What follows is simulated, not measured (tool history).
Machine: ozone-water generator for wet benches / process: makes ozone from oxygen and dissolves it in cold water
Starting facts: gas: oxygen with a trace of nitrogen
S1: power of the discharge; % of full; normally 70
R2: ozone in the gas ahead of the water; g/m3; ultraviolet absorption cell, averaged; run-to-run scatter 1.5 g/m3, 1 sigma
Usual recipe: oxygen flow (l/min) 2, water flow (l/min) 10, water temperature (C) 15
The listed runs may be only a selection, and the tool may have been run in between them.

run 1 hour=0 | S1=70 oxygen_flow_(l/min)=2 water_flow_(l/min)=10 water_temperature_(C)=15 | dissolved_ozone_(ppm)=28.9 R2=267.9
run 2 hour=46.5 | S1=48 oxygen_flow_(l/min)=2 water_flow_(l/min)=10 water_temperature_(C)=15 | dissolved_ozone_(ppm)=22.2 R2=203.1
run 3 hour=79.2 | S1=48 oxygen_flow_(l/min)=2 water_flow_(l/min)=10 water_temperature_(C)=15 | dissolved_ozone_(ppm)=22 R2=202
run 4 hour=136.5 | S1=48 oxygen_flow_(l/min)=2 water_flow_(l/min)=6 water_temperature_(C)=15 | dissolved_ozone_(ppm)=31.4 R2=201.7
run 5 hour=163.4 | S1=70 oxygen_flow_(l/min)=2.3 water_flow_(l/min)=10 water_temperature_(C)=15 | dissolved_ozone_(ppm)=29.8 R2=253.3
run 6 hour=204.4 | S1=70 oxygen_flow_(l/min)=1.5 water_flow_(l/min)=10 water_temperature_(C)=15 | dissolved_ozone_(ppm)=26.6 R2=299.6
run 7 hour=256.7 | S1=70 oxygen_flow_(l/min)=2 water_flow_(l/min)=10 water_temperature_(C)=15 | dissolved_ozone_(ppm)=29.2 R2=263.5
run 8 hour=285.2 | S1=97 oxygen_flow_(l/min)=2 water_flow_(l/min)=10 water_temperature_(C)=15 | dissolved_ozone_(ppm)=36.6 R2=338.7
run 9 hour=329.3 | S1=97 oxygen_flow_(l/min)=2 water_flow_(l/min)=10 water_temperature_(C)=15 | dissolved_ozone_(ppm)=36.5 R2=338.2
run 10 hour=386.5 | S1=97 oxygen_flow_(l/min)=2 water_flow_(l/min)=10 water_temperature_(C)=15 | dissolved_ozone_(ppm)=36.5 R2=337.4
run 11 hour=445.1 | S1=70 oxygen_flow_(l/min)=2.3 water_flow_(l/min)=10 water_temperature_(C)=15 | dissolved_ozone_(ppm)=29.7 R2=251.7
run 12 hour=481.5 | S1=70 oxygen_flow_(l/min)=2.3 water_flow_(l/min)=10 water_temperature_(C)=15 | dissolved_ozone_(ppm)=29.6 R2=251
run 13 hour=514.1 | S1=70 oxygen_flow_(l/min)=2 water_flow_(l/min)=8 water_temperature_(C)=15 | dissolved_ozone_(ppm)=34.3 R2=264.5
run 14 hour=561.3 | S1=70 oxygen_flow_(l/min)=2 water_flow_(l/min)=10 water_temperature_(C)=15 | dissolved_ozone_(ppm)=28.9 R2=264
run 15 hour=613.6 | S1=70 oxygen_flow_(l/min)=2 water_flow_(l/min)=10 water_temperature_(C)=15 | dissolved_ozone_(ppm)=28.5 R2=266.3
run 16 hour=665.3 | S1=70 oxygen_flow_(l/min)=2 water_flow_(l/min)=9 water_temperature_(C)=15 | dissolved_ozone_(ppm)=31 R2=265.8
run 17 hour=700.5 | S1=54 oxygen_flow_(l/min)=1.39 water_flow_(l/min)=13 water_temperature_(C)=8 | dissolved_ozone_(ppm)=17.4 R2=251.3
run 18 hour=733.5 | S1=70 oxygen_flow_(l/min)=2 water_flow_(l/min)=10 water_temperature_(C)=11 | dissolved_ozone_(ppm)=30.3 R2=267.1
run 19 hour=777.4 | S1=72 oxygen_flow_(l/min)=1.02 water_flow_(l/min)=10 water_temperature_(C)=22 | dissolved_ozone_(ppm)=22 R2=347.2
run 20 hour=805.1 | S1=57 oxygen_flow_(l/min)=2 water_flow_(l/min)=10 water_temperature_(C)=10 | dissolved_ozone_(ppm)=26.2 R2=227.9
run 21 hour=847.1 | S1=96 oxygen_flow_(l/min)=1.19 water_flow_(l/min)=10 water_temperature_(C)=10 | dissolved_ozone_(ppm)=31.6 R2=406.8
run 22 hour=903.7 | S1=48 oxygen_flow_(l/min)=1.9 water_flow_(l/min)=13 water_temperature_(C)=15 | dissolved_ozone_(ppm)=16.8 R2=204.3
run 23 hour=931.5 | S1=48 oxygen_flow_(l/min)=1.9 water_flow_(l/min)=13 water_temperature_(C)=15 | dissolved_ozone_(ppm)=17 R2=202.7
run 24 hour=984 | S1=42 oxygen_flow_(l/min)=2 water_flow_(l/min)=7 water_temperature_(C)=15 | dissolved_ozone_(ppm)=26 R2=180.5
run 25 hour=1032.9 | S1=79 oxygen_flow_(l/min)=1.86 water_flow_(l/min)=9 water_temperature_(C)=17 | dissolved_ozone_(ppm)=32.2 R2=296.2
run 26 hour=1065.8 | S1=70 oxygen_flow_(l/min)=1.74 water_flow_(l/min)=10 water_temperature_(C)=20 | dissolved_ozone_(ppm)=26 R2=275.6
run 27 hour=1092.9 | S1=70 oxygen_flow_(l/min)=1.74 water_flow_(l/min)=10 water_temperature_(C)=20 | dissolved_ozone_(ppm)=25.6 R2=276.9
run 28 hour=1142.2 | S1=50 oxygen_flow_(l/min)=2.37 water_flow_(l/min)=12 water_temperature_(C)=20 | dissolved_ozone_(ppm)=19 R2=192.6
run 29 hour=1166.3 | S1=42 oxygen_flow_(l/min)=1.55 water_flow_(l/min)=12 water_temperature_(C)=15 | dissolved_ozone_(ppm)=15.2 R2=196.8
run 30 hour=1191.8 | S1=42 oxygen_flow_(l/min)=1.55 water_flow_(l/min)=12 water_temperature_(C)=15 | dissolved_ozone_(ppm)=15.4 R2=198.9
run 31 hour=1241.2 | S1=71 oxygen_flow_(l/min)=2 water_flow_(l/min)=14 water_temperature_(C)=15 | dissolved_ozone_(ppm)=21.4 R2=265.8
run 32 hour=1265.6 | S1=71 oxygen_flow_(l/min)=2 water_flow_(l/min)=14 water_temperature_(C)=15 | dissolved_ozone_(ppm)=21.3 R2=265.8

Measured less the same run without the tool's hidden state. The same run-to-run variation is in both; the gauge's scatter may not be:
Hidden state at play: yield of the discharge, % of new electrodes'; contactor's efficiency, % of a clean one's; true water temperature over the reading, C; drift of the gauge itself on ozone_ppm, %; drift of the gauge itself on gas_g_m3, %.
run=1 dissolved_ozone_(ppm)=-1 R2=-7.5
run=2 dissolved_ozone_(ppm)=-0.6 R2=-4.2
run=3 dissolved_ozone_(ppm)=-0.6 R2=-4.1
run=4 dissolved_ozone_(ppm)=-0.8 R2=-4.2
run=5 dissolved_ozone_(ppm)=-1.1 R2=-7.6
run=6 dissolved_ozone_(ppm)=-1 R2=-9.1
run=7 dissolved_ozone_(ppm)=-1.1 R2=-8.1
run=8 dissolved_ozone_(ppm)=-1.8 R2=-13.3
run=9 dissolved_ozone_(ppm)=-1.7 R2=-13.6
run=10 dissolved_ozone_(ppm)=-1.8 R2=-13.8
run=11 dissolved_ozone_(ppm)=-1.3 R2=-8.4
run=12 dissolved_ozone_(ppm)=-1.2 R2=-8.6
run=13 dissolved_ozone_(ppm)=-1.5 R2=-9
run=14 dissolved_ozone_(ppm)=-1.3 R2=-9.2
run=15 dissolved_ozone_(ppm)=-1.3 R2=-9.5
run=16 dissolved_ozone_(ppm)=-1.4 R2=-9.6
run=17 dissolved_ozone_(ppm)=-0.7 R2=-7.4
run=18 dissolved_ozone_(ppm)=-1.4 R2=-9.9
run=19 dissolved_ozone_(ppm)=-1 R2=-13.4
run=20 dissolved_ozone_(ppm)=-1.1 R2=-7.2
run=21 dissolved_ozone_(ppm)=-1.8 R2=-19.4
run=22 dissolved_ozone_(ppm)=-0.7 R2=-5.7
run=23 dissolved_ozone_(ppm)=-0.6 R2=-5.7
run=24 dissolved_ozone_(ppm)=-0.9 R2=-4.5
run=25 dissolved_ozone_(ppm)=-1.8 R2=-13.3
run=26 dissolved_ozone_(ppm)=-1.4 R2=-11.4
run=27 dissolved_ozone_(ppm)=-1.4 R2=-11.5
run=28 dissolved_ozone_(ppm)=-0.8 R2=-6
run=29 dissolved_ozone_(ppm)=-0.6 R2=-5.2
run=30 dissolved_ozone_(ppm)=-0.6 R2=-5.3
run=31 dissolved_ozone_(ppm)=-1.2 R2=-11.7
run=32 dissolved_ozone_(ppm)=-1.2 R2=-11.8
